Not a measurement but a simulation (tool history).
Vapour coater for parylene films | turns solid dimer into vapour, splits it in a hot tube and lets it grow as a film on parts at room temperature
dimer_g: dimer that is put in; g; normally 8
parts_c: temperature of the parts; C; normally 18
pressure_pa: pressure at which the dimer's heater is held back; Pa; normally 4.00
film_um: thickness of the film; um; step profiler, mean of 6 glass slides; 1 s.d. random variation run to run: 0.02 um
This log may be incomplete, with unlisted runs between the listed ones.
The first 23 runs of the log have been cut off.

run	day	dimer_g	parts_c	pressure_pa	hours of work since the trap's valve was overhauled	hours of work since the table's thermometer was calibrated	film_um
24	52.454	8	18	10.46	339	1556	2.14
25	55.217	9	15	4.75	375	1592	2.95
26	56.746	4	15	5.86	396	1612	1.26
27	58.154	5	14	2.56	414	1631	1.84
28	61.088	12	18	8.90	453	1670	3.21
29	64.104	13	10	4.78	493	1710	4.53
30	66.688	13	12	8.35	527	1744	3.90
31	69.233	13	16	7.33	560	1777	3.67
32	70.575	5	13	11.39	578	1795	1.33
33	71.904	4	21	4.49	596	1813	1.14
# day 74.000: trap's valve overhauled
34	74.000	14	10	2.27	0	1838	6.19
35	77.004	14	10	2.27	40	1878	6.22
36	78.892	9	13	11.39	65	1903	2.75
37	80.775	9	13	11.39	89	1928	2.72
38	82.025	6	13	7.70	106	1944	1.95
39	84.138	14	14	9.75	134	1972	4.28
# day 84.404: table's thermometer calibrated
40	86.296	7	20	2.15	162	25	2.61
41	87.808	7	20	4.88	182	45	2.19
42	89.479	7	20	4.88	204	67	2.18
43	91.796	7	20	4.88	234	98	2.22
44	94.158	8	18	10.84	266	129	2.21
45	95.917	4	18	8.51	289	152	1.14
46	98.721	8	18	3.68	326	189	2.67
47	100.842	8	18	3.68	354	217	2.65

What if the next run were any one of these 4? Each begins from the tool's condition after run 47:
A	102.246	8	25	2.09	372	236	?
B	102.246	4	18	4.00	372	236	?
C	102.246	4	18	4.00	372	236	?
D	102.246	4	18	3.68	372	236	?

run	film_um
A	2.60
B	1.31
C	1.29
D	1.33
Without the tool's unlogged condition, the same runs would have read:
run	film_um
A	2.84
B	1.43
C	1.41
D	1.46

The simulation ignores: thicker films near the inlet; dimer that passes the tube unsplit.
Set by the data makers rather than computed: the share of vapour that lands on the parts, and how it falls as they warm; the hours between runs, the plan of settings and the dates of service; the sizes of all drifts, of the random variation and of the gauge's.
